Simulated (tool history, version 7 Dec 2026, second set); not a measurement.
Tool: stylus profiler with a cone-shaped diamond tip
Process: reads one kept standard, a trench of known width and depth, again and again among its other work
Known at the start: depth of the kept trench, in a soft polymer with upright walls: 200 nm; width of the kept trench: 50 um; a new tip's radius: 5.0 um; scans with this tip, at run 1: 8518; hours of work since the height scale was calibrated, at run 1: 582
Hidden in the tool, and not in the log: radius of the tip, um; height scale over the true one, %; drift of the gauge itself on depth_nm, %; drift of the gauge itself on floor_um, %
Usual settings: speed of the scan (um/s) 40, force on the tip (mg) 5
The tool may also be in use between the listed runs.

run     day  speed of the scan (um/s)  force on the tip (mg)  scans with this tip  hours of work since the height scale was calibrated  depth of the trench (nm)  width of the trench's floor (nm)
  1       0                        40                      5                 8518                                                  582                    203.26                             46660
  2   2.138                        40                      5                 9103                                                  622                    203.12                             46670
  3   3.246                        40                  14.14                 9406                                                  643                    206.23                             46720
  4   4.971                        40                  14.14                 9878                                                  675                    206.14                             46640
  5   7.033                        40                  14.14                10443                                                  713                    206.34                             46600
  6   8.983                       100                  14.14                10976                                                  750                    206.28                             46580
  7  10.396                        40                      5                11362                                                  776                    203.34                             46500
  8  12.121                        40                      5                11835                                                  809                    203.38                             46520
  9  14.096                        40                      5                12375                                                  845                    203.49                             46500
 10  15.388                        40                      5                12729                                                  870                    203.52                             46500
 11  16.796                        40                   9.71                13115                                                  896                    204.92                             46520
 12  17.812                        40                   9.71                13392                                                  915                    205.15                             46450
 13   19.05                       136                   9.71                13731                                                  938                     205.1                             46350
 14  20.838                        33                  12.47                14220                                                  971                    205.92                             46430
 15  22.817                        49                   4.17                14762                                                 1008                    203.22                             46400
 16   24.35                        49                   4.17                15181                                                 1037                     203.5                             46380
 17  25.375                        36                   1.75                15462                                                 1056                    201.98                             46380
 18  27.758                        74                   2.76                16114                                                 1101                    202.56                             46290
 19  30.004                       119                  14.46                16728                                                 1143                    206.53                             46250
 20  31.904                        14                   5.92                17249                                                 1178                    203.98                             46390
 21  33.867                        18                   2.38                17786                                                 1215                    202.41                             46370
 22  35.688                        17                   14.1                18285                                                 1249                    206.51                             46300
 23  37.138                        17                   14.1                18681                                                 1276                    206.57                             46280

Measured less the same run without the tool's hidden state. The same run-to-run variation is in both; the gauge's scatter may not be:
run  depth of the trench (nm)  width of the trench's floor (nm)
  1                     +0.36                              -470
  2                     +0.38                              -480
  3                     +0.41                              -500
  4                     +0.42                              -520
  5                     +0.44                              -540
  6                     +0.47                              -570
  7                     +0.47                              -590
  8                     +0.48                              -610
  9                     +0.51                              -630
 10                     +0.52                              -650
 11                     +0.54                              -660
 12                     +0.55                              -680
 13                     +0.56                              -690
 14                     +0.58                              -710
 15                      +0.6                              -740
 16                     +0.61                              -750
 17                     +0.62                              -760
 18                     +0.64                              -790
 19                     +0.69                              -810
 20                     +0.69                              -830
 21                      +0.7                              -850
 22                     +0.74                              -880
 23                     +0.75                              -900
